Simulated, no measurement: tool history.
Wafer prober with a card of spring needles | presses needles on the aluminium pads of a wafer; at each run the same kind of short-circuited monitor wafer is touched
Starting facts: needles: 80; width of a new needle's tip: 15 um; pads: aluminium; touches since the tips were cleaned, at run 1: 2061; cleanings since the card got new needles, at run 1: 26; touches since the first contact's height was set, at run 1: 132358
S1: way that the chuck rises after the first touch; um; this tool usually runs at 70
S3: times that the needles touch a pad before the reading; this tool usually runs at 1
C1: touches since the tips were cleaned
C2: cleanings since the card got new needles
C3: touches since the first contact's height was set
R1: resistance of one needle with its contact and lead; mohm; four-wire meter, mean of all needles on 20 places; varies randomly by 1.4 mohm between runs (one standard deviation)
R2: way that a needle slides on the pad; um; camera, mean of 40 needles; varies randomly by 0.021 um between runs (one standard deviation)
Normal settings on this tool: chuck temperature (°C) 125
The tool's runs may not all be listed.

{"run": 1, "hour": 0.0, "S1": 70, "chuck temperature (°C)": 125, "S3": 1, "C1": 2061, "C2": 26, "C3": 132358, "R1": 156, "R2": 9.62}
{"hour": 3.3, "done": "tips cleaned on abrasive film"}
{"run": 2, "hour": 4.4, "S1": 70, "chuck temperature (°C)": 125, "S3": 1, "C1": 827, "C2": 27, "C3": 135544, "R1": 148, "R2": 9.63}
{"run": 3, "hour": 8.7, "S1": 75, "chuck temperature (°C)": 125, "S3": 1, "C1": 4030, "C2": 27, "C3": 138747, "R1": 166, "R2": 10.34}
{"hour": 9.2, "done": "tips cleaned on abrasive film"}
{"hour": 14.9, "done": "tips cleaned on abrasive film"}
{"run": 4, "hour": 17.9, "S1": 70, "chuck temperature (°C)": 34, "S3": 1, "C1": 2290, "C2": 29, "C3": 145514, "R1": 152, "R2": 9.6}
{"hour": 20.7, "done": "tips cleaned on abrasive film"}
{"run": 5, "hour": 24.6, "S1": 70, "chuck temperature (°C)": 34, "S3": 1, "C1": 2901, "C2": 30, "C3": 150401, "R1": 159, "R2": 9.61}
{"hour": 27.1, "done": "tips cleaned on abrasive film"}
{"run": 6, "hour": 32.4, "S1": 70, "chuck temperature (°C)": 34, "S3": 1, "C1": 3993, "C2": 31, "C3": 156175, "R1": 169, "R2": 9.59}
{"hour": 33.2, "done": "tips cleaned on abrasive film"}
{"run": 7, "hour": 38.1, "S1": 70, "chuck temperature (°C)": 68, "S3": 1, "C1": 3617, "C2": 32, "C3": 160297, "R1": 166, "R2": 9.6}
{"hour": 39.1, "done": "tips cleaned on abrasive film"}
{"run": 8, "hour": 43.5, "S1": 70, "chuck temperature (°C)": 68, "S3": 1, "C1": 3274, "C2": 33, "C3": 164299, "R1": 164, "R2": 9.57}
{"hour": 44.8, "done": "tips cleaned on abrasive film"}
{"hour": 50.8, "done": "tips cleaned on abrasive film"}
{"run": 9, "hour": 51.4, "S1": 70, "chuck temperature (°C)": 68, "S3": 1, "C1": 441, "C2": 35, "C3": 170016, "R1": 133, "R2": 9.59}
{"hour": 56.6, "done": "tips cleaned on abrasive film"}
{"run": 10, "hour": 56.6, "S1": 70, "chuck temperature (°C)": 68, "S3": 1, "C1": 0, "C2": 36, "C3": 173841, "R1": 118, "R2": 9.54}
{"hour": 62.3, "done": "tips cleaned on abrasive film"}
{"run": 11, "hour": 62.9, "S1": 70, "chuck temperature (°C)": 125, "S3": 2, "C1": 465, "C2": 37, "C3": 178491, "R1": 129, "R2": 9.54}
{"hour": 68.0, "done": "tips cleaned on abrasive film"}
{"run": 12, "hour": 71.4, "S1": 70, "chuck temperature (°C)": 125, "S3": 2, "C1": 2556, "C2": 38, "C3": 184732, "R1": 147, "R2": 9.53}
{"hour": 73.9, "done": "tips cleaned on abrasive film"}
{"hour": 77.2, "done": "height of the first contact set anew"}
{"hour": 80.2, "done": "tips cleaned on abrasive film"}
{"run": 13, "hour": 80.2, "S1": 70, "chuck temperature (°C)": 125, "S3": 2, "C1": 0, "C2": 40, "C3": 2103, "R1": 125, "R2": 9.79}
{"run": 14, "hour": 85.7, "S1": 70, "chuck temperature (°C)": 125, "S3": 2, "C1": 4104, "C2": 40, "C3": 6207, "R1": 149, "R2": 9.85}
{"hour": 86.3, "done": "tips cleaned on abrasive film"}
{"hour": 92.0, "done": "tips cleaned on abrasive film"}
{"run": 15, "hour": 93.8, "S1": 70, "chuck temperature (°C)": 125, "S3": 1, "C1": 1350, "C2": 42, "C3": 12130, "R1": 150, "R2": 9.81}
{"hour": 97.8, "done": "tips cleaned on abrasive film"}
{"run": 16, "hour": 101.1, "S1": 70, "chuck temperature (°C)": 125, "S3": 1, "C1": 2509, "C2": 43, "C3": 17528, "R1": 162, "R2": 9.8}
{"hour": 104.0, "done": "tips cleaned on abrasive film"}
{"run": 17, "hour": 105.6, "S1": 70, "chuck temperature (°C)": 28, "S3": 1, "C1": 1234, "C2": 44, "C3": 20783, "R1": 141, "R2": 9.82}
{"hour": 109.7, "done": "tips cleaned on abrasive film"}
{"run": 18, "hour": 111.6, "S1": 89, "chuck temperature (°C)": 44, "S3": 1, "C1": 1446, "C2": 45, "C3": 25177, "R1": 134, "R2": 12.4}
{"hour": 115.9, "done": "tips cleaned on abrasive film"}
{"run": 19, "hour": 116.4, "S1": 85, "chuck temperature (°C)": 44, "S3": 1, "C1": 392, "C2": 46, "C3": 28679, "R1": 120, "R2": 11.86}
{"hour": 121.8, "done": "tips cleaned on abrasive film"}
{"run": 20, "hour": 124.7, "S1": 66, "chuck temperature (°C)": 53, "S3": 2, "C1": 2186, "C2": 47, "C3": 34794, "R1": 140, "R2": 9.21}
{"hour": 127.6, "done": "tips cleaned on abrasive film"}
{"hour": 133.3, "done": "tips cleaned on abrasive film"}
{"run": 21, "hour": 133.8, "S1": 53, "chuck temperature (°C)": 33, "S3": 1, "C1": 409, "C2": 49, "C3": 41464, "R1": 136, "R2": 7.36}
{"run": 22, "hour": 137.8, "S1": 78, "chuck temperature (°C)": 43, "S3": 2, "C1": 3386, "C2": 49, "C3": 44441, "R1": 138, "R2": 10.86}
{"hour": 139.0, "done": "tips cleaned on abrasive film"}
{"run": 23, "hour": 144.0, "S1": 78, "chuck temperature (°C)": 43, "S3": 2, "C1": 3712, "C2": 50, "C3": 48953, "R1": 138, "R2": 10.88}
{"hour": 144.8, "done": "tips cleaned on abrasive film"}
{"hour": 151.0, "done": "tips cleaned on abrasive film"}
{"run": 24, "hour": 151.2, "S1": 70, "chuck temperature (°C)": 125, "S3": 2, "C1": 116, "C2": 52, "C3": 54185, "R1": 126, "R2": 9.7}
{"hour": 156.7, "done": "tips cleaned on abrasive film"}
{"run": 25, "hour": 157.6, "S1": 72, "chuck temperature (°C)": 77, "S3": 2, "C1": 670, "C2": 53, "C3": 58927, "R1": 127, "R2": 9.99}
{"hour": 162.6, "done": "tips cleaned on abrasive film"}
{"run": 26, "hour": 164.4, "S1": 64, "chuck temperature (°C)": 43, "S3": 2, "C1": 1382, "C2": 54, "C3": 63922, "R1": 136, "R2": 8.88}
{"hour": 168.8, "done": "tips cleaned on abrasive film"}
{"run": 27, "hour": 171.5, "S1": 64, "chuck temperature (°C)": 43, "S3": 2, "C1": 2015, "C2": 55, "C3": 69147, "R1": 140, "R2": 8.9}
{"hour": 175.0, "done": "tips cleaned on abrasive film"}
{"run": 28, "hour": 176.1, "S1": 88, "chuck temperature (°C)": 125, "S3": 1, "C1": 815, "C2": 56, "C3": 72492, "R1": 135, "R2": 12.23}
{"hour": 180.7, "done": "tips cleaned on abrasive film"}
{"run": 29, "hour": 184.4, "S1": 88, "chuck temperature (°C)": 125, "S3": 1, "C1": 2738, "C2": 57, "C3": 78597, "R1": 149, "R2": 12.23}
{"hour": 186.4, "done": "tips cleaned on abrasive film"}
{"hour": 192.1, "done": "tips cleaned on abrasive film"}
{"run": 30, "hour": 192.1, "S1": 50, "chuck temperature (°C)": 36, "S3": 1, "C1": 0, "C2": 59, "C3": 84170, "R1": 126, "R2": 6.89}
{"hour": 197.7, "done": "tips cleaned on abrasive film"}
{"run": 31, "hour": 199.4, "S1": 54, "chuck temperature (°C)": 110, "S3": 1, "C1": 1211, "C2": 60, "C3": 89532, "R1": 165, "R2": 7.38}
{"hour": 203.4, "done": "tips cleaned on abrasive film"}
{"run": 32, "hour": 205.1, "S1": 54, "chuck temperature (°C)": 31, "S3": 2, "C1": 1260, "C2": 61, "C3": 93749, "R1": 142, "R2": 7.41}

Branching from run 32: 3 alternative next runs. What would each branch give?
{"hour": 209.6, "done": "tips cleaned on abrasive film"}
{"run": "A", "hour": 211.6, "S1": 60, "chuck temperature (°C)": 31, "S3": 1, "C1": 1503, "C2": 62, "C3": 98513, "R1": "?", "R2": "?"}
{"hour": 209.6, "done": "tips cleaned on abrasive film"}
{"run": "B", "hour": 211.6, "S1": 73, "chuck temperature (°C)": 34, "S3": 2, "C1": 1503, "C2": 62, "C3": 98513, "R1": "?", "R2": "?"}
{"hour": 209.6, "done": "tips cleaned on abrasive film"}
{"run": "C", "hour": 211.6, "S1": 80, "chuck temperature (°C)": 33, "S3": 2, "C1": 1503, "C2": 62, "C3": 98513, "R1": "?", "R2": "?"}

run=A R1=162 R2=8.26
run=B R1=133 R2=10.05
run=C R1=126 R2=11.04
The same runs, with their run-to-run variation unchanged, on a tool lacking any hidden condition would have given:
run=A R1=112 R2=8.44
run=B R1=111 R2=10.24
run=C R1=108 R2=11.23

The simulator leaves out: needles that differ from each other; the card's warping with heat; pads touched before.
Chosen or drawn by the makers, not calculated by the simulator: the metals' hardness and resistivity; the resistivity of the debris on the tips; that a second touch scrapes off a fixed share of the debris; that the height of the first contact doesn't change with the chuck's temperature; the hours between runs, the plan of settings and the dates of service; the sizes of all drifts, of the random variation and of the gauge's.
